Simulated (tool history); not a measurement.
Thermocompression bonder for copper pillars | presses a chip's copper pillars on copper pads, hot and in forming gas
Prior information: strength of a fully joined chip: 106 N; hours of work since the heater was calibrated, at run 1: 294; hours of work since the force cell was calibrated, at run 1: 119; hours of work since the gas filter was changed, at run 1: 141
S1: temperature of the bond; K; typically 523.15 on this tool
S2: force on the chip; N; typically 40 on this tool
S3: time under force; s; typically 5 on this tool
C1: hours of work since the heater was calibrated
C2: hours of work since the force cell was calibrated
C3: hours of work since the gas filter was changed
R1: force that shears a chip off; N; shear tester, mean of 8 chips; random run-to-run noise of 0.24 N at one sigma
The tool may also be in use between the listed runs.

run 1 day=0.000 | S1=523.15 S2=40 S3=5 | C1=294 C2=119 C3=141 | R1=54.2
run 2 day=0.346 | S1=523.15 S2=43 S3=5 | C1=299 C2=124 C3=147 | R1=57.5
run 3 day=0.792 | S1=523.15 S2=43 S3=5 | C1=307 C2=132 C3=154 | R1=57.4
run 4 day=1.129 | S1=523.15 S2=43 S3=5 | C1=312 C2=137 C3=160 | R1=57.8
run 5 day=1.421 | S1=523.15 S2=43 S3=5 | C1=317 C2=142 C3=164 | R1=57.6
run 6 day=1.617 | S1=523.15 S2=43 S3=5 | C1=320 C2=146 C3=168 | R1=57.6
run 7 day=1.858 | S1=523.15 S2=43 S3=5 | C1=324 C2=150 C3=172 | R1=58.1
run 8 day=2.108 | S1=510.15 S2=40 S3=5 | C1=329 C2=154 C3=176 | R1=46.4
run 9 day=2.367 | S1=523.15 S2=40 S3=6 | C1=333 C2=158 C3=180 | R1=58.7
run 10 day=2.671 | S1=523.15 S2=33 S3=6 | C1=338 C2=163 C3=185 | R1=51.7
run 11 day=2.929 | S1=523.15 S2=36 S3=10 | C1=342 C2=167 C3=189 | R1=65.2
run 12 day=3.388 | S1=514.15 S2=45 S3=5 | C1=350 C2=175 C3=197 | R1=54.0
run 13 day=3.708 | S1=514.15 S2=45 S3=5 | C1=355 C2=180 C3=202 | R1=54.0
run 14 day=4.171 | S1=494.15 S2=50 S3=6 | C1=363 C2=188 C3=210 | R1=46.5
run 15 day=4.579 | S1=494.15 S2=50 S3=6 | C1=370 C2=195 C3=217 | R1=46.6

Here are 3 independent what-if runs from the current tool condition. What would each one return?
run A day=4.983 | S1=520.15 S2=33 S3=13 | C1=376 C2=201 C3=224 | R1=?
run B day=4.983 | S1=496.15 S2=40 S3=5 | C1=376 C2=201 C3=224 | R1=?
run C day=4.983 | S1=531.15 S2=25 S3=9 | C1=376 C2=201 C3=224 | R1=?

run=A R1=65.0
run=B R1=38.2
run=C R1=54.8
With the hidden condition removed and each run's random variation left untouched, the same runs would have given:
run=A R1=63.7
run=B R1=37.4
run=C R1=53.7
